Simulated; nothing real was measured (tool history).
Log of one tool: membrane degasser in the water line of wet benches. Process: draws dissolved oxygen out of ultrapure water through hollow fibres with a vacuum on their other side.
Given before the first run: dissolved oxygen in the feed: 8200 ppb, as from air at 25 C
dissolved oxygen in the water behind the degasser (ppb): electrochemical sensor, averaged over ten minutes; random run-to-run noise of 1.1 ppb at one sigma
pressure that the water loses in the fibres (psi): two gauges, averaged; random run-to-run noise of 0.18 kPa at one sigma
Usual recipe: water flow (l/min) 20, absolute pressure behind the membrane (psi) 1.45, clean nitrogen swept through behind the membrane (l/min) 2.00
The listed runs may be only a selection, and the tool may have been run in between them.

| run | hour | water flow (l/min) | absolute pressure behind the membrane (psi) | clean nitrogen swept through behind the membrane (l/min) | dissolved oxygen in the water behind the degasser (ppb) | pressure that the water loses in the fibres (psi) |
|---|---|---|---|---|---|---|
| 1 | 0.0 | 20 | 1.45 | 2.00 | 166.3 | 5.320 |
| 2 | 163.1 | 20 | 1.45 | 2.00 | 166.5 | 5.284 |
| 3 | 289.9 | 20 | 1.45 | 2.00 | 164.6 | 5.308 |
| 4 | 390.9 | 23 | 1.45 | 2.00 | 190.3 | 6.122 |
| 5 | 517.1 | 20 | 1.45 | 2.00 | 169.2 | 5.275 |
| 6 | 693.6 | 23 | 1.45 | 2.00 | 191.3 | 6.050 |
| 7 | 783.5 | 26 | 1.45 | 2.00 | 216.8 | 6.904 |
| 8 | 875.0 | 25 | 1.45 | 2.00 | 207.2 | 6.635 |
| 9 | 1049.1 | 20 | 2.13 | 2.00 | 276.1 | 5.343 |
| 10 | 1127.6 | 20 | 2.13 | 2.00 | 275.6 | 5.274 |
| 11 | 1303.5 | 20 | 2.13 | 2.00 | 274.2 | 5.334 |
| 12 | 1431.6 | 20 | 2.13 | 2.00 | 274.9 | 5.349 |
|  | 1441.5 | vacuum gauge calibrated |
|  | 1483.5 | seals of the vacuum lines changed |
| 13 | 1562.2 | 28 | 2.71 | 5.21 | 214.4 | 7.448 |
| 14 | 1754.0 | 14 | 1.13 | 3.85 | 44.1 | 3.745 |
|  | 1841.5 | vacuum gauge calibrated, once more |
| 15 | 1871.6 | 14 | 1.13 | 3.85 | 41.9 | 3.712 |
| 16 | 1987.7 | 20 | 1.23 | 2.00 | 126.9 | 5.339 |
| 17 | 2115.9 | 20 | 2.47 | 2.00 | 317.9 | 5.377 |
| 18 | 2286.6 | 30 | 2.47 | 2.71 | 366.9 | 8.038 |
| 19 | 2419.9 | 30 | 2.47 | 2.71 | 362.3 | 8.055 |
| 20 | 2606.3 | 30 | 2.47 | 2.71 | 364.7 | 8.119 |

Alternative continuations, all from the tool just after run 20; predict every row:
| A | 2768.9 | 20 | 1.45 | 3.02 | ? | ? |
| B | 2768.9 | 18 | 1.45 | 2.00 | ? | ? |
| C | 2768.9 | 22 | 1.78 | 1.83 | ? | ? |
| D | 2768.9 | 14 | 1.64 | 2.31 | ? | ? |

| run | dissolved oxygen in the water behind the degasser (ppb) | pressure that the water loses in the fibres (psi) |
|---|---|---|
| A | 112.2 | 5.387 |
| B | 145.1 | 4.849 |
| C | 254.0 | 5.918 |
| D | 120.0 | 3.741 |
Take away the tool's hidden state, keep each run's random variation, and the runs would have read:
| run | dissolved oxygen in the water behind the degasser (ppb) | pressure that the water loses in the fibres (psi) |
|---|---|---|
| A | 110.7 | 5.239 |
| B | 143.5 | 4.715 |
| C | 251.7 | 5.757 |
| D | 118.8 | 3.638 |

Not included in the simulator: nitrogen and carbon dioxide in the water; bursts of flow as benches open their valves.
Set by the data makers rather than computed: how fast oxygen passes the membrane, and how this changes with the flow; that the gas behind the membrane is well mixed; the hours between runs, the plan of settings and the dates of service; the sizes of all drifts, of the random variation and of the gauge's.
